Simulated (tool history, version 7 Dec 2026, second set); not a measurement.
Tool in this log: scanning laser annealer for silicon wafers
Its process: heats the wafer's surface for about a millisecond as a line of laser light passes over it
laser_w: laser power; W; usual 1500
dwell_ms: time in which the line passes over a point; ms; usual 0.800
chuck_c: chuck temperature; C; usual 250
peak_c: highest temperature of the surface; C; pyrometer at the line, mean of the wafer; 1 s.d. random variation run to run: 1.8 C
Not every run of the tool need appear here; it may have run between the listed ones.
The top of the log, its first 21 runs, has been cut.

| run | hour | laser_w | dwell_ms | chuck_c | hours of work since the window was cleaned | hours of work since the power meter was calibrated | hours of work since the optics were aligned | peak_c |
|---|---|---|---|---|---|---|---|---|
| 22 | 1069.5 | 1311 | 0.800 | 250 | 109 | 856 | 564 | 865 |
|  | 1112.2 | window over the wafer cleaned, once more |
| 23 | 1119.8 | 1500 | 0.800 | 252 | 3 | 877 | 585 | 1063 |
| 24 | 1150.4 | 1491 | 0.824 | 250 | 17 | 891 | 599 | 1066 |
| 25 | 1180.8 | 1491 | 0.824 | 250 | 30 | 904 | 612 | 1061 |
| 26 | 1231.2 | 1491 | 0.824 | 233 | 52 | 926 | 634 | 1041 |
| 27 | 1297.3 | 1332 | 0.859 | 246 | 80 | 955 | 663 | 958 |
| 28 | 1354.0 | 1302 | 0.783 | 269 | 105 | 979 | 687 | 927 |
| 29 | 1385.2 | 1302 | 0.783 | 269 | 119 | 993 | 701 | 924 |
| 30 | 1429.9 | 1452 | 0.576 | 244 | 138 | 1012 | 720 | 887 |
| 31 | 1478.3 | 1452 | 0.576 | 244 | 159 | 1033 | 741 | 887 |
| 32 | 1545.5 | 1452 | 0.576 | 244 | 188 | 1062 | 770 | 883 |
| 33 | 1583.5 | 1336 | 0.582 | 238 | 205 | 1079 | 787 | 813 |
| 34 | 1622.9 | 1336 | 0.995 | 234 | 222 | 1096 | 804 | 982 |
| 35 | 1652.2 | 1336 | 0.995 | 234 | 235 | 1109 | 817 | 980 |
| 36 | 1718.6 | 1608 | 0.995 | 234 | 264 | 1138 | 846 | 1176 |

Run 37 comes next. What will it give?
| 37 | 1766.6 | 1571 | 0.812 | 218 | 284 | 1159 | 867 | ? |

Run 37 came out at peak_c 1038 C.
With no hidden state in the tool, this same run would have given peak_c 1096 C.

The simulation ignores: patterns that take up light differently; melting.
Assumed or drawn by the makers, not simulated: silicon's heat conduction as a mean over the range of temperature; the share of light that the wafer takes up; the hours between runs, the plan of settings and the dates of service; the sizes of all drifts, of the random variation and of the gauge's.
